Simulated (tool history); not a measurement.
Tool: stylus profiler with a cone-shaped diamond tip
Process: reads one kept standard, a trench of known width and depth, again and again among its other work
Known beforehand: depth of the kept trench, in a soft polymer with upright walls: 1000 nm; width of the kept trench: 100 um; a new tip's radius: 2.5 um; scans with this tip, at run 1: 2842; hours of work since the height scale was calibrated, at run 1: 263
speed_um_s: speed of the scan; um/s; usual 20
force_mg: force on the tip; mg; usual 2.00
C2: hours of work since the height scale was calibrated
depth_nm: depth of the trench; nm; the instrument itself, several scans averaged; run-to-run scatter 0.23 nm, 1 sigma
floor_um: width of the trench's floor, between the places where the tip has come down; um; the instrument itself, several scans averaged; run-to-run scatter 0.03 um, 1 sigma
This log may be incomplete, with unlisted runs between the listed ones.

{"run": 1, "hour": 0.0, "speed_um_s": 20, "force_mg": 2.0, "scans with this tip": 2842, "C2": 263, "depth_nm": 1015.42, "floor_um": 95.55}
{"run": 2, "hour": 20.1, "speed_um_s": 20, "force_mg": 2.0, "scans with this tip": 2946, "C2": 272, "depth_nm": 1015.55, "floor_um": 95.53}
{"run": 3, "hour": 41.2, "speed_um_s": 20, "force_mg": 2.0, "scans with this tip": 3056, "C2": 283, "depth_nm": 1015.18, "floor_um": 95.52}
{"run": 4, "hour": 53.5, "speed_um_s": 20, "force_mg": 2.95, "scans with this tip": 3119, "C2": 288, "depth_nm": 1020.09, "floor_um": 95.53}
{"run": 5, "hour": 65.1, "speed_um_s": 20, "force_mg": 2.95, "scans with this tip": 3180, "C2": 294, "depth_nm": 1019.4, "floor_um": 95.55}
{"run": 6, "hour": 77.0, "speed_um_s": 20, "force_mg": 2.95, "scans with this tip": 3241, "C2": 300, "depth_nm": 1019.69, "floor_um": 95.51}
{"run": 7, "hour": 100.2, "speed_um_s": 20, "force_mg": 2.95, "scans with this tip": 3362, "C2": 311, "depth_nm": 1019.83, "floor_um": 95.41}
{"run": 8, "hour": 118.9, "speed_um_s": 20, "force_mg": 2.0, "scans with this tip": 3459, "C2": 320, "depth_nm": 1015.53, "floor_um": 95.51}
{"run": 9, "hour": 129.8, "speed_um_s": 20, "force_mg": 1.89, "scans with this tip": 3515, "C2": 325, "depth_nm": 1014.73, "floor_um": 95.48}
{"run": 10, "hour": 150.5, "speed_um_s": 20, "force_mg": 2.0, "scans with this tip": 3622, "C2": 335, "depth_nm": 1015.72, "floor_um": 95.45}
{"run": 11, "hour": 160.2, "speed_um_s": 20, "force_mg": 2.0, "scans with this tip": 3673, "C2": 340, "depth_nm": 1015.39, "floor_um": 95.46}
{"run": 12, "hour": 183.0, "speed_um_s": 20, "force_mg": 2.0, "scans with this tip": 3791, "C2": 351, "depth_nm": 1015.37, "floor_um": 95.42}
{"run": 13, "hour": 202.3, "speed_um_s": 20, "force_mg": 2.0, "scans with this tip": 3891, "C2": 360, "depth_nm": 1015.46, "floor_um": 95.38}
{"run": 14, "hour": 217.5, "speed_um_s": 20, "force_mg": 2.0, "scans with this tip": 3970, "C2": 367, "depth_nm": 1015.7, "floor_um": 95.41}
{"run": 15, "hour": 239.2, "speed_um_s": 20, "force_mg": 2.0, "scans with this tip": 4082, "C2": 377, "depth_nm": 1015.16, "floor_um": 95.44}
{"run": 16, "hour": 256.1, "speed_um_s": 20, "force_mg": 2.0, "scans with this tip": 4170, "C2": 386, "depth_nm": 1015.52, "floor_um": 95.44}
{"run": 17, "hour": 274.2, "speed_um_s": 20, "force_mg": 2.0, "scans with this tip": 4264, "C2": 394, "depth_nm": 1015.9, "floor_um": 95.42}
{"run": 18, "hour": 285.0, "speed_um_s": 6, "force_mg": 2.0, "scans with this tip": 4320, "C2": 399, "depth_nm": 1015.62, "floor_um": 95.45}
{"run": 19, "hour": 300.0, "speed_um_s": 6, "force_mg": 3.25, "scans with this tip": 4398, "C2": 407, "depth_nm": 1021.26, "floor_um": 95.47}
{"run": 20, "hour": 315.1, "speed_um_s": 20, "force_mg": 2.0, "scans with this tip": 4476, "C2": 414, "depth_nm": 1015.94, "floor_um": 95.41}
{"run": 21, "hour": 330.7, "speed_um_s": 20, "force_mg": 2.0, "scans with this tip": 4557, "C2": 421, "depth_nm": 1016.1, "floor_um": 95.31}
{"run": 22, "hour": 346.8, "speed_um_s": 20, "force_mg": 2.0, "scans with this tip": 4640, "C2": 429, "depth_nm": 1016.15, "floor_um": 95.37}
{"run": 23, "hour": 366.3, "speed_um_s": 20, "force_mg": 0.99, "scans with this tip": 4741, "C2": 438, "depth_nm": 1010.2, "floor_um": 95.26}
{"run": 24, "hour": 383.2, "speed_um_s": 19, "force_mg": 1.47, "scans with this tip": 4829, "C2": 447, "depth_nm": 1013.34, "floor_um": 95.29}
{"run": 25, "hour": 397.0, "speed_um_s": 19, "force_mg": 1.47, "scans with this tip": 4901, "C2": 453, "depth_nm": 1013.17, "floor_um": 95.32}
{"run": 26, "hour": 408.2, "speed_um_s": 9, "force_mg": 2.31, "scans with this tip": 4959, "C2": 459, "depth_nm": 1017.69, "floor_um": 95.39}
{"run": 27, "hour": 428.7, "speed_um_s": 9, "force_mg": 2.31, "scans with this tip": 5065, "C2": 468, "depth_nm": 1017.13, "floor_um": 95.29}
{"run": 28, "hour": 443.1, "speed_um_s": 28, "force_mg": 2.31, "scans with this tip": 5140, "C2": 475, "depth_nm": 1017.38, "floor_um": 95.28}
{"run": 29, "hour": 463.5, "speed_um_s": 64, "force_mg": 1.11, "scans with this tip": 5246, "C2": 485, "depth_nm": 1011.4, "floor_um": 95.01}
{"run": 30, "hour": 482.2, "speed_um_s": 64, "force_mg": 1.11, "scans with this tip": 5343, "C2": 494, "depth_nm": 1011.4, "floor_um": 94.97}
{"run": 31, "hour": 500.0, "speed_um_s": 19, "force_mg": 3.45, "scans with this tip": 5434, "C2": 503, "depth_nm": 1022.28, "floor_um": 95.3}
{"run": 32, "hour": 515.3, "speed_um_s": 47, "force_mg": 4.63, "scans with this tip": 5514, "C2": 510, "depth_nm": 1026.75, "floor_um": 95.21}
{"run": 33, "hour": 532.2, "speed_um_s": 47, "force_mg": 4.63, "scans with this tip": 5602, "C2": 518, "depth_nm": 1027.35, "floor_um": 95.22}
{"run": 34, "hour": 548.8, "speed_um_s": 8, "force_mg": 0.83, "scans with this tip": 5688, "C2": 526, "depth_nm": 1009.92, "floor_um": 95.32}
{"run": 35, "hour": 566.6, "speed_um_s": 62, "force_mg": 1.31, "scans with this tip": 5780, "C2": 534, "depth_nm": 1012.49, "floor_um": 95.01}
{"run": 36, "hour": 577.3, "speed_um_s": 53, "force_mg": 2.57, "scans with this tip": 5836, "C2": 540, "depth_nm": 1018.97, "floor_um": 95.07}
{"run": 37, "hour": 590.5, "speed_um_s": 20, "force_mg": 3.53, "scans with this tip": 5904, "C2": 546, "depth_nm": 1022.78, "floor_um": 95.23}
{"run": 38, "hour": 609.7, "speed_um_s": 15, "force_mg": 1.22, "scans with this tip": 6003, "C2": 555, "depth_nm": 1012.31, "floor_um": 95.21}
{"run": 39, "hour": 625.0, "speed_um_s": 61, "force_mg": 0.79, "scans with this tip": 6083, "C2": 562, "depth_nm": 1009.38, "floor_um": 94.91}
{"run": 40, "hour": 645.9, "speed_um_s": 9, "force_mg": 2.0, "scans with this tip": 6191, "C2": 572, "depth_nm": 1016.36, "floor_um": 95.24}
{"run": 41, "hour": 667.4, "speed_um_s": 5, "force_mg": 3.86, "scans with this tip": 6303, "C2": 583, "depth_nm": 1024.43, "floor_um": 95.17}
{"run": 42, "hour": 686.9, "speed_um_s": 39, "force_mg": 0.69, "scans with this tip": 6403, "C2": 592, "depth_nm": 1009.13, "floor_um": 95.02}
{"run": 43, "hour": 705.4, "speed_um_s": 26, "force_mg": 1.41, "scans with this tip": 6500, "C2": 601, "depth_nm": 1013.52, "floor_um": 95.12}
{"run": 44, "hour": 715.9, "speed_um_s": 76, "force_mg": 1.74, "scans with this tip": 6554, "C2": 606, "depth_nm": 1015.09, "floor_um": 94.94}
{"run": 45, "hour": 736.8, "speed_um_s": 76, "force_mg": 1.74, "scans with this tip": 6662, "C2": 616, "depth_nm": 1015.29, "floor_um": 94.94}
{"run": 46, "hour": 757.4, "speed_um_s": 38, "force_mg": 1.74, "scans with this tip": 6769, "C2": 626, "depth_nm": 1014.89, "floor_um": 95.03}

Alternative continuations, all from the tool just after run 46; predict every row:
{"run": "A", "hour": 768.6, "speed_um_s": 58, "force_mg": 3.06, "scans with this tip": 6827, "C2": 631, "depth_nm": "?", "floor_um": "?"}
{"run": "B", "hour": 768.6, "speed_um_s": 15, "force_mg": 1.74, "scans with this tip": 6827, "C2": 631, "depth_nm": "?", "floor_um": "?"}
{"run": "C", "hour": 768.6, "speed_um_s": 20, "force_mg": 3.48, "scans with this tip": 6827, "C2": 631, "depth_nm": "?", "floor_um": "?"}
{"run": "D", "hour": 768.6, "speed_um_s": 29, "force_mg": 2.09, "scans with this tip": 6827, "C2": 631, "depth_nm": "?", "floor_um": "?"}
{"run": "E", "hour": 768.6, "speed_um_s": 62, "force_mg": 2.0, "scans with this tip": 6827, "C2": 631, "depth_nm": "?", "floor_um": "?"}

run=A depth_nm=1021.25 floor_um=95.03
run=B depth_nm=1015.67 floor_um=95.21
run=C depth_nm=1022.84 floor_um=95.16
run=D depth_nm=1017.34 floor_um=95.08
run=E depth_nm=1016.32 floor_um=94.99
Without the tool's hidden state the same runs would have given:
run=A depth_nm=1019.15 floor_um=95.83
run=B depth_nm=1013.58 floor_um=96.00
run=C depth_nm=1020.74 floor_um=95.96
run=D depth_nm=1015.25 floor_um=95.88
run=E depth_nm=1014.22 floor_um=95.79

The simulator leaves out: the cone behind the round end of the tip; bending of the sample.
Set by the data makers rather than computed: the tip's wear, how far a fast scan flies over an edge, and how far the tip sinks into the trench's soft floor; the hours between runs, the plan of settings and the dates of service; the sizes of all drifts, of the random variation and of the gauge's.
